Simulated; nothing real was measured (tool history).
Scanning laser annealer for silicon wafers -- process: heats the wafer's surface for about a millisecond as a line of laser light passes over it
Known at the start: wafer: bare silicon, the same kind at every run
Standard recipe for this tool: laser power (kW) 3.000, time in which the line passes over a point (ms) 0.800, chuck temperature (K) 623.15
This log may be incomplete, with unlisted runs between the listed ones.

run,hour,laser power (kW),time in which the line passes over a point (ms),chuck temperature (K),highest temperature of the surface (K)
1,0.0,3.000,0.800,623.15,1435.15
2,6.7,3.000,0.800,623.15,1436.15
3,14.4,3.000,0.800,623.15,1437.15
4,19.5,2.719,0.800,623.15,1363.15
5,24.5,2.719,0.800,623.15,1362.15
6,29.4,2.719,0.800,623.15,1366.15
7,39.8,2.719,0.800,623.15,1364.15
8,45.0,3.000,0.689,623.15,1369.15
9,52.5,3.000,0.800,623.15,1435.15
10,59.4,3.000,0.800,623.15,1435.15
11,70.3,3.000,0.800,623.15,1435.15
12,76.6,3.000,0.800,662.15,1476.15
13,87.4,3.000,0.800,623.15,1436.15
14,96.0,3.000,0.800,623.15,1436.15
15,103.6,3.000,0.800,623.15,1434.15
16,112.2,3.000,0.800,623.15,1432.15
17,123.0,3.000,0.800,623.15,1435.15
18,128.8,2.695,0.800,623.15,1357.15
19,134.8,3.000,0.800,623.15,1430.15
20,150.8,3.000,0.800,623.15,1434.15
21,159.8,3.000,0.800,623.15,1432.15
22,164.4,3.000,0.829,654.15,1480.15
23,170.1,2.999,0.847,623.15,1458.15
24,176.5,2.614,0.800,623.15,1336.15
25,185.9,2.614,0.800,623.15,1336.15
26,193.9,2.591,0.682,609.15,1254.15
27,201.2,2.738,0.624,620.15,1264.15
28,214.8,2.601,0.800,650.15,1362.15
29,222.7,2.601,0.701,611.15,1273.15
30,233.3,2.577,0.742,651.15,1328.15
31,242.7,2.658,0.742,618.15,1314.15
32,252.2,2.622,0.800,650.15,1367.15
33,260.5,3.077,0.800,623.15,1458.15
34,267.0,3.077,0.800,623.15,1456.15
35,276.6,3.161,0.660,616.15,1380.15
36,286.1,3.161,0.660,616.15,1383.15
37,297.2,3.139,0.572,640.15,1341.15
38,303.9,3.224,0.704,587.15,1397.15
39,311.0,3.224,0.704,587.15,1395.15
40,321.3,3.079,0.610,650.15,1363.15
41,328.8,2.800,0.616,599.15,1253.15

Taken out of this log: 2 entries between the listed runs. Where each belongs, and how the hidden state differs across it:
Between runs 19 and 20: optics aligned, line set to its width (hour 140.8)
  light that passes the window, % of a clean one's: 99.6 -> 99.59; laser's true power over the reading, %: 0.26 -> 0.27; width of the line over the set one, %: 1.77 -> 2.14
  what was measured, less what the result would be without the hidden state, highest temperature of the surface (K): -6.00 -> -7.00
Between runs 27 and 28: optics aligned, line set to its width, once more (hour 210.2)
  light that passes the window, % of a clean one's: 99.52 -> 99.51; width of the line over the set one, %: 2.22 -> 0.14
  what was measured, less what the result would be without the hidden state, highest temperature of the surface (K): -7.00 -> -2.00

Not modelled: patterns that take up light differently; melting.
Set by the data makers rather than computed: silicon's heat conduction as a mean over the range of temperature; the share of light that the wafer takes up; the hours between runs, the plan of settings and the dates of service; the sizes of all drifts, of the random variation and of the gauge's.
